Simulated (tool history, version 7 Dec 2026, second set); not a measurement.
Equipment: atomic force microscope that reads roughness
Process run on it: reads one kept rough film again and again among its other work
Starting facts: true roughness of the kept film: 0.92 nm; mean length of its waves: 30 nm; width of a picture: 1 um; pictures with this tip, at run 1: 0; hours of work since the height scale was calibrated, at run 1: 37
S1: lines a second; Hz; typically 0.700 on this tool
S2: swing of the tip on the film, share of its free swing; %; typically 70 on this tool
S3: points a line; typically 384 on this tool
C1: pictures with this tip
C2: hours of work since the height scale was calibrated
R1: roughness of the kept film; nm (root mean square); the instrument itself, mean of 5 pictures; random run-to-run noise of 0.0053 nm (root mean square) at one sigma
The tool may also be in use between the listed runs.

Run 1, day 0.000: usual settings; C1 0; C2 37. Result: R1 0.866 nm (root mean square).
Run 2, day 2.688: usual settings; C1 57; C2 70. Result: R1 0.853 nm (root mean square).
Run 3, day 4.675: usual settings; C1 99; C2 94. Result: R1 0.856 nm (root mean square).
Run 4, day 7.054: usual settings; C1 149; C2 124. Result: R1 0.846 nm (root mean square).
Run 5, day 8.788: usual settings; C1 185; C2 145. Result: R1 0.835 nm (root mean square).
Run 6, day 10.542: usual settings but S3 769; C1 222; C2 167. Result: R1 0.835 nm (root mean square).
At day 11.467: new tip fitted.
Run 7, day 11.950: usual settings; C1 11; C2 184. Result: R1 0.860 nm (root mean square).
Run 8, day 13.512: usual settings; C1 43; C2 203. Result: R1 0.857 nm (root mean square).
Run 9, day 16.238: usual settings; C1 101; C2 237. Result: R1 0.841 nm (root mean square).
Run 10, day 18.442: usual settings but S2 80 %; C1 147; C2 264. Result: R1 0.830 nm (root mean square).
Run 11, day 20.512: usual settings but S2 80 %; C1 191; C2 289. Result: R1 0.815 nm (root mean square).
At day 22.750: new tip fitted.
Run 12, day 22.767: usual settings but S2 80 %; C1 0; C2 317. Result: R1 0.850 nm (root mean square).
Run 13, day 24.246: usual settings but S2 80 %; C1 31; C2 335. Result: R1 0.844 nm (root mean square).
Run 14, day 27.117: usual settings but S2 80 %; C1 91; C2 370. Result: R1 0.841 nm (root mean square).
Run 15, day 30.325: usual settings but S1 1.799 Hz; C1 159; C2 410. Result: R1 0.814 nm (root mean square).
Run 16, day 33.021: usual settings but S1 1.799 Hz; C1 216; C2 443. Result: R1 0.815 nm (root mean square).
At day 34.146: new tip fitted.
Run 17, day 35.825: usual settings but S1 1.799 Hz; C1 35; C2 477. Result: R1 0.836 nm (root mean square).
Run 18, day 37.833: usual settings but S1 0.856 Hz, S2 66 %, S3 260; C1 78; C2 502. Result: R1 0.850 nm (root mean square).
Run 19, day 40.988: usual settings but S1 0.856 Hz, S2 66 %, S3 260; C1 144; C2 541. Result: R1 0.834 nm (root mean square).
Run 20, day 43.079: usual settings but S1 0.856 Hz, S2 66 %, S3 260; C1 188; C2 566. Result: R1 0.826 nm (root mean square).
Run 21, day 44.871: usual settings but S1 0.856 Hz, S2 66 %, S3 260; C1 226; C2 589. Result: R1 0.820 nm (root mean square).
At day 45.412: new tip fitted.
Run 22, day 47.638: usual settings but S1 1.043 Hz, S2 61 %, S3 531; C1 47; C2 622. Result: R1 0.859 nm (root mean square).
Run 23, day 50.258: usual settings but S1 1.043 Hz, S2 61 %, S3 531; C1 102; C2 655. Result: R1 0.859 nm (root mean square).
Run 24, day 51.904: usual settings but S2 88 %, S3 266; C1 137; C2 675. Result: R1 0.795 nm (root mean square).
Run 25, day 53.304: usual settings but S2 88 %, S3 266; C1 166; C2 692. Result: R1 0.806 nm (root mean square).
Run 26, day 55.221: usual settings but S1 2.265 Hz, S3 455; C1 206; C2 716. Result: R1 0.778 nm (root mean square).
At day 56.721: new tip fitted.
Run 27, day 57.433: usual settings but S1 1.104 Hz, S3 503; C1 15; C2 743. Result: R1 0.851 nm (root mean square).
Run 28, day 58.896: usual settings but S1 1.082 Hz, S2 65 %, S3 842; C1 45; C2 761. Result: R1 0.855 nm (root mean square).
Run 29, day 61.696: usual settings but S1 1.082 Hz, S2 65 %, S3 842; C1 104; C2 795. Result: R1 0.844 nm (root mean square).
Run 30, day 64.496: usual settings but S1 1.136 Hz, S3 539; C1 163; C2 830. Result: R1 0.818 nm (root mean square).

5 options for the next run, each taken on its own from the tool as it stands now. Forecast them:
Run A, day 65.904: usual settings but S1 2.077 Hz, S2 81 %, S3 291; C1 193; C2 847. Result: R1 ?.
Run B, day 65.904: usual settings but S2 58 %, S3 814; C1 193; C2 847. Result: R1 ?.
Run C, day 65.904: usual settings but S1 0.653 Hz, S3 346; C1 193; C2 847. Result: R1 ?.
Run D, day 65.904: usual settings but S1 0.631 Hz, S3 796; C1 193; C2 847. Result: R1 ?.
Run E, day 65.904: usual settings but S1 3.140 Hz, S2 81 %, S3 938; C1 193; C2 847. Result: R1 ?.

run     R1
  A  0.752
  B  0.832
  C  0.826
  D  0.828
  E  0.724
Had the tool no hidden state, the same runs would have come out as:
run     R1
  A  0.792
  B  0.877
  C  0.870
  D  0.872
  E  0.763
